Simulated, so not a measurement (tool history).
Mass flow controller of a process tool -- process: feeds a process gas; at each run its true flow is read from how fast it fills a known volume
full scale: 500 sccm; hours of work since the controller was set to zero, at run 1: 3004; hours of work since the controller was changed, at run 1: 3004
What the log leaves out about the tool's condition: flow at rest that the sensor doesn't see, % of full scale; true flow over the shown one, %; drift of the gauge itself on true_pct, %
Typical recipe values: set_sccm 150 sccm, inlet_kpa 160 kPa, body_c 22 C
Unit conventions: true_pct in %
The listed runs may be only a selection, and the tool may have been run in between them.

run	hour	set_sccm	inlet_kpa	body_c	hours of work since the controller was set to zero	hours of work since the controller was changed	true_pct
1	0.0	150	160	22	3004	3004	94.79
2	276.8	150	160	37	3140	3140	95.92
3	448.6	80	160	37	3225	3225	93.72
4	608.5	167	160	22	3303	3303	95.00
5	945.3	167	160	22	3469	3469	94.85
6	1257.3	167	160	22	3623	3623	94.77
7	1394.1	150	160	26	3690	3690	94.57
8	1536.4	150	160	26	3760	3760	94.55
9	1769.8	150	154	26	3875	3875	94.54
10	2018.2	150	160	23	3997	3997	94.28
# hour 2043.2: controller's zero set anew
11	2197.7	150	160	23	76	4085	93.27
12	2521.6	150	256	24	235	4244	93.78
13	2858.0	107	256	24	401	4409	92.15
14	3103.2	150	224	24	521	4530	93.45
15	3385.6	61	244	34	660	4669	88.81
# hour 3407.1: controller's zero set anew, once more
16	3675.8	334	181	34	132	4811	98.20
17	3854.5	334	181	34	220	4899	98.13
18	4042.1	138	186	22	312	4992	95.66
19	4250.3	163	217	22	415	5094	96.15
20	4431.4	67	228	28	504	5183	95.29
21	4693.5	368	160	22	633	5312	96.98
22	4981.6	124	260	32	774	5454	96.28

Alternative continuations, all from the tool just after run 22; predict every row:
A	5272.8	124	169	22	918	5597	?
B	5272.8	87	245	32	918	5597	?
C	5272.8	150	160	35	918	5597	?

run	true_pct
A	94.98
B	95.59
C	96.14
What these runs would have given with no unlogged condition in the tool:
run	true_pct
A	97.20
B	98.09
C	98.24

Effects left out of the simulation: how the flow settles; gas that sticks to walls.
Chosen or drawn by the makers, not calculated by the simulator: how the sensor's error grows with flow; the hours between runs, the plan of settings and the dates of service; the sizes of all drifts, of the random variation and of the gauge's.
